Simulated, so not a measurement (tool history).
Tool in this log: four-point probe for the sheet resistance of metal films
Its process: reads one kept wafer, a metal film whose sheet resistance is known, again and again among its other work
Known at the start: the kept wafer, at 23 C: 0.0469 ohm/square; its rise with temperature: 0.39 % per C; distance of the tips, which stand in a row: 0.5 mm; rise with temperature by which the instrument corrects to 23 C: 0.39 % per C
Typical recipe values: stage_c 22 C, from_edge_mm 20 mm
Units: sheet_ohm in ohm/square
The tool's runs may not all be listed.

run	hour	stage_c	from_edge_mm	sheet_ohm
1	0.0	22	20	0.046984
2	33.8	22	20	0.046972
3	105.0	22	20	0.046983
4	161.8	22	20	0.047009
5	202.9	22	20	0.047000
6	249.5	22	20	0.047000
7	302.5	22	20	0.046992
8	343.3	22	20	0.046999
9	376.0	22	20	0.047007
10	415.4	25	20	0.046992
11	476.4	25	20	0.047021
12	518.7	25	47	0.047021
13	583.1	22	41	0.047016
14	653.6	25	9	0.047103
15	694.1	31	9	0.047098
16	764.0	27	9	0.047119
17	797.8	18	15	0.047045
18	868.8	18	15	0.047060
19	929.1	22	12	0.047075
# hour 989.0: stage's thermometer calibrated
20	993.1	23	28	0.047121
21	1053.8	25	4	0.047522
22	1092.4	25	66	0.047130
23	1162.9	25	66	0.047145
24	1207.3	22	66	0.047134

Each row is a separate what-if for the run after 24, all from the same tool condition, not one after another. Results?
A	1257.8	35	20	?
B	1257.8	20	17	?
C	1257.8	19	38	?
D	1257.8	23	66	?
E	1257.8	28	49	?

run	sheet_ohm
A	0.047165
B	0.047176
C	0.047150
D	0.047148
E	0.047156
The same runs, with their run-to-run variation unchanged, on a tool lacking any hidden condition would have given:
run	sheet_ohm
A	0.046918
B	0.046929
C	0.046902
D	0.046901
E	0.046909
